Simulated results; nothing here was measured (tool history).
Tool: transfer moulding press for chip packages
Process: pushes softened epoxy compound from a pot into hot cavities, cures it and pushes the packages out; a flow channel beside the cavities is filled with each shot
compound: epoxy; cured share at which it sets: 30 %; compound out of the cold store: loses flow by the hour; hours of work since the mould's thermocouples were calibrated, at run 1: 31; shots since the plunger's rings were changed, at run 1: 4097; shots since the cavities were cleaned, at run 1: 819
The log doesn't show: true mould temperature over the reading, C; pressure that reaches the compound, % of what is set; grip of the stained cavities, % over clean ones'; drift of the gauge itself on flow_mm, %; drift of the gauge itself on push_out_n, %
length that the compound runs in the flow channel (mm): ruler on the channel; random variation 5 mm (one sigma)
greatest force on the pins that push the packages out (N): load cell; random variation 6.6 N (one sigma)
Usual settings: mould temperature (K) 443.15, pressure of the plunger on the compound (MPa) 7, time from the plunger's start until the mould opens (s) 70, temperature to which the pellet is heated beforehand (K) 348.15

| run | day | mould temperature (K) | pressure of the plunger on the compound (MPa) | time from the plunger's start until the mould opens (s) | temperature to which the pellet is heated beforehand (K) | hours of work since the mould's thermocouples were calibrated | shots since the plunger's rings were changed | shots since the cavities were cleaned | incoming compound's hours out of the cold store | length that the compound runs in the flow channel (mm) | greatest force on the pins that push the packages out (N) |
|---|---|---|---|---|---|---|---|---|---|---|---|
| 1 | 0 | 443.15 | 7 | 70 | 348.15 | 31 | 4097 | 819 | 12.8 | 521 | 485 |
|  | 0.121 | cavities cleaned with cleaning compound and waxed |
| 2 | 0.496 | 443.15 | 7 | 70 | 355.15 | 35 | 4212 | 100 | 35.8 | 466 | 292 |
| 3 | 1.325 | 446.15 | 7 | 70 | 355.15 | 44 | 4430 | 318 | 45.7 | 443 | 294 |
| 4 | 1.758 | 443.15 | 7 | 73 | 348.15 | 48 | 4545 | 433 | 28.3 | 478 | 344 |
|  | 2.471 | plunger's sealing rings changed |
| 5 | 2.471 | 447.15 | 7 | 70 | 348.15 | 54 | 0 | 593 | 36.3 | 496 | 345 |
| 6 | 3.042 | 447.15 | 7 | 70 | 348.15 | 60 | 151 | 744 | 43.2 | 488 | 361 |
|  | 3.458 | cavities cleaned with cleaning compound and waxed |
| 7 | 3.562 | 447.15 | 7 | 70 | 348.15 | 65 | 272 | 28 | 10.5 | 567 | 246 |
| 8 | 4.188 | 435.15 | 7 | 70 | 348.15 | 71 | 436 | 192 | 30.8 | 529 | 585 |
| 9 | 5.033 | 435.15 | 7 | 87 | 348.15 | 79 | 660 | 416 | 41.4 | 497 | 388 |
| 10 | 5.896 | 438.15 | 5.28 | 76 | 352.15 | 88 | 887 | 643 | 40.2 | 426 | 457 |
| 11 | 6.442 | 443.15 | 7 | 54 | 348.15 | 93 | 1032 | 788 | 30.6 | 511 | 866 |
|  | 6.704 | cavities cleaned with cleaning compound and waxed |
| 12 | 7.083 | 443.15 | 7 | 53 | 341.15 | 99 | 1184 | 99 | 34.2 | 501 | 615 |

Hidden state or all else? Some run-to-run changes of length that the compound runs in the flow channel (mm), split into what the settings, what came in and random variation would give without the hidden state, and what is left for the hidden state (with any gauge scatter that isn't in both results):
Run 4 -> 5: mould temperature (K) 443.15 -> 447.15, time from the plunger's start until the mould opens (s) 73 -> 70, plunger's sealing rings changed. length that the compound runs in the flow channel (mm) +18: hidden state +45, all else -27.
Run 10 -> 11: mould temperature (K) 438.15 -> 443.15, pressure of the plunger on the compound (MPa) 5.28 -> 7, time from the plunger's start until the mould opens (s) 76 -> 54, temperature to which the pellet is heated beforehand (K) 352.15 -> 348.15. length that the compound runs in the flow channel (mm) +85: hidden state -3, all else +88.
